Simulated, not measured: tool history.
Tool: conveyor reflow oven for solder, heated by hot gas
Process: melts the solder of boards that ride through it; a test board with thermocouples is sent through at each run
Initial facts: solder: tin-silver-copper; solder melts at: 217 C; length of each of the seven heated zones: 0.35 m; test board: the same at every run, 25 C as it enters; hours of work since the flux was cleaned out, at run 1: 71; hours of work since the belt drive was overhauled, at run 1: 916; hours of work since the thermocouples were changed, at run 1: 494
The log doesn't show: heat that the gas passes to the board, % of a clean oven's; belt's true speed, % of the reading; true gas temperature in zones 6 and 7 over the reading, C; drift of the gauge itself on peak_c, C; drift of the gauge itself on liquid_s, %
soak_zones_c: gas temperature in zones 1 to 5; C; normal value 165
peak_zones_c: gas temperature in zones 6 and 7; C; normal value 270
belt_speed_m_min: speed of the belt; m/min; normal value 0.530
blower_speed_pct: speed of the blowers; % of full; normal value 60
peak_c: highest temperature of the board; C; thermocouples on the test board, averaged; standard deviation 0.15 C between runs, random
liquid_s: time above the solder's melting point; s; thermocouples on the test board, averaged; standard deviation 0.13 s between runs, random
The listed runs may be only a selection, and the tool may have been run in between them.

run,hour,soak_zones_c,peak_zones_c,belt_speed_m_min,blower_speed_pct,hours of work since the flux was cleaned out,hours of work since the belt drive was overhauled,hours of work since the thermocouples were changed,peak_c,liquid_s
1,0.0,165,270,0.530,60,71,916,494,249.7,54.1
# hour 46.3: thermocouples of zones 6 and 7 changed
2,95.2,165,270,0.530,60,132,977,32,251.0,55.2
# hour 139.4: flux residue cleaned out of gas plates and filters
3,149.2,165,270,0.468,60,6,1009,64,255.9,67.9
4,198.8,165,270,0.468,60,39,1041,96,255.4,67.8
5,250.5,165,270,0.530,60,73,1075,130,251.3,55.3
6,289.9,165,270,0.530,60,98,1101,156,250.9,55.3
7,359.9,165,270,0.530,60,144,1147,202,250.3,54.9
# hour 382.0: flux residue cleaned out of gas plates and filters
8,433.6,165,270,0.530,60,34,1192,247,251.2,55.7
9,520.4,165,270,0.572,60,90,1248,303,248.0,48.2
10,584.6,165,270,0.572,60,132,1290,345,247.1,47.7
# hour 630.2: flux residue cleaned out of gas plates and filters
11,668.2,165,270,0.572,60,25,1342,397,248.3,48.8
# hour 734.4: belt drive overhauled, speed set with a stopwatch
12,760.8,165,270,0.572,60,83,17,455,247.4,47.0
13,837.6,165,270,0.530,60,133,67,505,249.8,54.0
# hour 867.1: thermocouples of zones 6 and 7 changed
# hour 880.2: flux residue cleaned out of gas plates and filters
14,935.0,165,276,0.530,60,36,127,41,256.4,59.2
15,998.3,165,276,0.530,60,77,168,82,255.8,58.5
16,1050.0,153,270,0.569,50,111,202,116,241.8,37.9
# hour 1125.9: flux residue cleaned out of gas plates and filters
17,1145.8,165,270,0.438,87,13,261,176,261.3,78.2
18,1187.4,165,284,0.530,60,40,288,203,263.0,63.3
19,1276.4,165,262,0.530,53,98,346,261,241.2,45.7
20,1330.6,165,278,0.512,61,134,382,296,258.9,63.2
# hour 1366.8: flux residue cleaned out of gas plates and filters
21,1388.6,165,278,0.512,61,14,416,331,259.3,63.6
22,1444.8,163,270,0.530,60,51,453,368,249.9,53.4
23,1526.1,163,274,0.594,60,104,506,421,248.3,45.9
24,1596.7,151,270,0.507,60,150,553,467,248.7,51.8
# hour 1608.6: flux residue cleaned out of gas plates and filters
# hour 1684.3: thermocouples of zones 6 and 7 changed
25,1693.7,151,270,0.507,60,54,611,6,250.3,53.0
26,1779.5,165,270,0.432,54,110,667,62,256.3,74.5
27,1825.4,165,284,0.530,57,140,697,92,262.1,63.1
# hour 1853.0: flux residue cleaned out of gas plates and filters
28,1896.5,165,284,0.530,57,28,741,135,262.7,63.2
29,1943.1,160,270,0.530,60,59,771,166,249.9,53.2

Forecast each of these 4 alternatives for the next run:
A,1984.3,175,259,0.530,60,86,798,193,?,?
B,1984.3,165,277,0.529,79,86,798,193,?,?
C,1984.3,170,270,0.530,60,86,798,193,?,?
D,1984.3,160,270,0.481,62,86,798,193,?,?

run,peak_c,liquid_s
A,243.5,52.1
B,261.3,63.5
C,251.9,57.3
D,253.6,62.7
What these runs would have given with no unlogged condition in the tool:
run,peak_c,liquid_s
A,243.9,52.2
B,261.8,63.3
C,252.3,57.2
D,254.0,62.6
